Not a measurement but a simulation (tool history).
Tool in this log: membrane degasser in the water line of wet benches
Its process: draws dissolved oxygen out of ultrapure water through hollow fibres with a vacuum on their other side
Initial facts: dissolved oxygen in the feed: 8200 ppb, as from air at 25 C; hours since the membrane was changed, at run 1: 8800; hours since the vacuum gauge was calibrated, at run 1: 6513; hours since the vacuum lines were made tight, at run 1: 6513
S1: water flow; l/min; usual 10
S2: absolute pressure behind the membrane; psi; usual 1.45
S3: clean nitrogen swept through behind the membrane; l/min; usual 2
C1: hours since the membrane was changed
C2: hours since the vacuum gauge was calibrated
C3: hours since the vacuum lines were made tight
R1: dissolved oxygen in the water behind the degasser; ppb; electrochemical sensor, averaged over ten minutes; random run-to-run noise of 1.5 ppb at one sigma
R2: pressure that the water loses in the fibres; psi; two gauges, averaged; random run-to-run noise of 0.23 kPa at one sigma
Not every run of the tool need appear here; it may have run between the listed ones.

run,hour,S1,S2,S3,C1,C2,C3,R1,R2
1,0,10,1.45,2,8800,6513,6513,167.8,8.765
2,216.5,10,1.45,2,9016,6729,6729,169.1,8.792
3,347.2,10,1.45,2,9147,6860,6860,167.3,8.799
4,454.9,10,1.45,2,9255,6967,6967,168.3,8.778
5,640.1,10,1.45,2,9440,7153,7153,172.3,8.872
6,834.4,10,1.8,2,9634,7347,7347,193.3,8.795
7,1068.1,10,3.45,2,9868,7581,7581,335.6,8.891
8,1284.5,10,1.96,2,10084,7797,7797,211.6,8.931
9,1447.8,7,1.45,2,10248,7960,7960,106.4,6.213
10,1636.7,7,1.45,2,10437,8149,8149,105.7,6.267
11,1842.4,7,1.45,2,10642,8355,8355,105.1,6.219
# hour 1933.3: vacuum gauge calibrated
12,1970,7,1.45,2,10769,37,8482,106.9,6.17
13,2102.6,7,1.45,2,10902,169,8615,107.9,6.224
14,2242.6,6,1.45,2,11042,309,8755,88.7,5.297
15,2389.2,10,1.45,2,11189,456,8901,176,8.853
16,2511.7,10,1.45,2,11311,578,9024,175,8.891
# hour 2589.2: vacuum gauge calibrated, once more
17,2702.3,10,1.45,2,11501,113,9214,172.1,8.95
18,2869.1,10,1.45,2,11668,280,9381,171.9,8.918
19,2998.3,10,3.31,2,11797,409,9510,322,8.966
20,3206.3,12,3.31,5.11,12005,617,9718,230.8,10.692
21,3398.7,12,3.31,5.11,12197,809,9910,233.6,10.715
22,3512.5,12,1.84,1.21,12311,923,10024,340.5,10.666
23,3655.2,14,0.91,1.21,12454,1066,10167,233.1,12.512
24,3769.7,14,1.57,1.04,12569,1181,10281,390.7,12.472
25,3897.2,14,1.57,1.04,12696,1308,10409,383.1,12.415
26,4071.5,10,2.78,2.49,12870,1482,10583,246.1,8.897
27,4270.4,6,1.45,3.63,13069,1681,10782,64,5.382
28,4492.6,6,1.45,0.83,13291,1903,11004,157,5.361
29,4657,6,2.02,2,13456,2068,11169,118.9,5.378
30,4766.3,6,2.02,2,13565,2177,11278,118.2,5.377
31,4983.1,6,2.02,2,13782,2394,11495,118.7,5.374
32,5134.4,8,2.02,2,13933,2545,11646,171,7.185

Predict each of these 3 candidate next runs independently; none follows another, all start after run 32:
A,5248.4,10,2.96,2,14047,2659,11760,?,?
B,5248.4,9,1.09,2,14047,2659,11760,?,?
C,5248.4,11,1.19,2,14047,2659,11760,?,?

run,R1,R2
A,296.1,9.004
B,125.5,8.084
C,177.4,9.88
The same runs, with their run-to-run variation unchanged, on a tool lacking any hidden condition would have given:
run,R1,R2
A,266.5,8.514
B,103.9,7.643
C,149.2,9.342
